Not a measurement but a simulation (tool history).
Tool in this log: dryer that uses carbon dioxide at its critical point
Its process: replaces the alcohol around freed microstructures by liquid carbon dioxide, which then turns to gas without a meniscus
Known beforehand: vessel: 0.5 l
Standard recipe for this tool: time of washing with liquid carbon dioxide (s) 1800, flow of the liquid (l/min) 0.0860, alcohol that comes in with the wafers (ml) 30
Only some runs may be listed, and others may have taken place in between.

run	hour	time of washing with liquid carbon dioxide (s)	flow of the liquid (l/min)	alcohol that comes in with the wafers (ml)	alcohol left in the vessel before it's heated (ppm by volume)
1	0.0	1800	0.0860	30	1040
2	17.9	1800	0.0860	55	1878
3	29.1	1800	0.0860	55	1944
4	41.9	1800	0.0860	55	1918
5	60.1	1800	0.0860	55	2016
6	72.5	1380	0.0860	30	2760
7	88.7	1260	0.0860	30	3642
8	101.8	1260	0.0860	30	3641
9	117.3	1260	0.0860	30	3756
10	137.7	2100	0.0860	30	590
11	159.7	1800	0.0642	30	3209
12	178.1	2520	0.0642	30	997
13	192.8	1800	0.0860	93	3555
14	205.2	1080	0.0860	35	6447
15	223.2	1380	0.0814	37	4249
16	245.0	1800	0.1319	79	385
17	258.6	1800	0.1319	22	144
18	275.5	2880	0.0708	22	308
19	296.9	2160	0.0860	65	1219
20	307.6	1500	0.0686	26	3994
21	323.2	1500	0.0539	104	27415
22	338.3	1500	0.0539	104	27608
23	356.8	1800	0.0860	96	3915
24	379.0	1800	0.1168	30	365
25	396.1	2400	0.0762	28	662

Pick out some run-to-run changes in alcohol left in the vessel before it's heated (ppm by volume). Of each, how much would a tool without hidden state show as well, from the settings, what came in and chance, and how much is left for the hidden state and any gauge scatter not in both results compared?
What the log doesn't record here: flow that reaches the vessel past the clogged filter, %; alcohol in the recycled carbon dioxide, ppm; drift of the gauge itself on alcohol_ppm, %.
Run 20 -> 21: flow of the liquid (l/min) 0.0686 -> 0.0539, alcohol that comes in with the wafers (ml) 26 -> 104. alcohol left in the vessel before it's heated (ppm by volume) +23421: hidden state +4478, all else +18943.
Run 22 -> 23: time of washing with liquid carbon dioxide (s) 1500 -> 1800, flow of the liquid (l/min) 0.0539 -> 0.0860, alcohol that comes in with the wafers (ml) 104 -> 96. alcohol left in the vessel before it's heated (ppm by volume) -23693: hidden state -4172, all else -19521.

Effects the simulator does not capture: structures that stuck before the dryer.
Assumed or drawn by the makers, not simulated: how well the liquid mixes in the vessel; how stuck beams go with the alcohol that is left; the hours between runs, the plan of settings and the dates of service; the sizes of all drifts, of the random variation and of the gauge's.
